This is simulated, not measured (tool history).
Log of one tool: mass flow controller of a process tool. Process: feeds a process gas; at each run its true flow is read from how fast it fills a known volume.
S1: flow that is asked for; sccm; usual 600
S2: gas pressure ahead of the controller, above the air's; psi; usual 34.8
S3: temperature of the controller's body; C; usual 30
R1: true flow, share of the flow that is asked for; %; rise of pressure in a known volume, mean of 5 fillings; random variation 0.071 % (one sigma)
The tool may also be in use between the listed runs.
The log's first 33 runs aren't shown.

Run 34, hour 6823.5: usual settings but S1 155 sccm, S2 32.6 psi. Result: R1 102.55 %.
Run 35, hour 7089.0: usual settings but S1 402 sccm, S2 31.9 psi. Result: R1 103.15 %.
Run 36, hour 7253.3: usual settings but S1 380 sccm, S2 28.7 psi, S3 24 C. Result: R1 102.95 %.
Run 37, hour 7440.9: usual settings but S1 752 sccm, S2 33.8 psi. Result: R1 103.93 %.
Run 38, hour 7711.0: usual settings but S2 31.6 psi. Result: R1 104.10 %.
Run 39, hour 7935.4: usual settings but S1 289 sccm, S2 37.3 psi, S3 28 C. Result: R1 103.42 %.
Run 40, hour 8051.8: usual settings but S1 289 sccm, S2 37.3 psi, S3 28 C. Result: R1 103.37 %.
Run 41, hour 8232.9: usual settings but S1 289 sccm, S2 37.3 psi, S3 28 C. Result: R1 103.72 %.
Run 42, hour 8396.1: usual settings but S1 712 sccm, S3 32 C. Result: R1 104.92 %.
Run 43, hour 8576.6: usual settings but S2 40.0 psi, S3 36 C. Result: R1 104.89 %.
At hour 8821.8: gauge calibrated.
At hour 8842.6: controller exchanged for a calibrated one.
Run 44, hour 8849.1: usual settings but S1 163 sccm, S2 20.7 psi, S3 23 C. Result: R1 99.01 %.
Run 45, hour 9040.9: usual settings. Result: R1 99.84 %.
Run 46, hour 9293.6: usual settings. Result: R1 100.12 %.
Run 47, hour 9496.0: usual settings. Result: R1 100.12 %.
Run 48, hour 9712.8: usual settings. Result: R1 100.40 %.

3 ways to go on from here, each from the tool as it stands after run 48. What would each give?
Run A, hour 9942.3: usual settings but S1 134 sccm, S2 26.8 psi, S3 35 C. Result: R1 ?.
Run B, hour 9942.3: usual settings but S1 302 sccm, S3 23 C. Result: R1 ?.
Run C, hour 9942.3: usual settings but S1 739 sccm, S2 23.8 psi, S3 25 C. Result: R1 ?.

run      R1
  A  100.58
  B   99.54
  C  100.62
Without the tool's hidden state the same runs would have given:
run     R1
  A  99.70
  B  98.67
  C  99.75

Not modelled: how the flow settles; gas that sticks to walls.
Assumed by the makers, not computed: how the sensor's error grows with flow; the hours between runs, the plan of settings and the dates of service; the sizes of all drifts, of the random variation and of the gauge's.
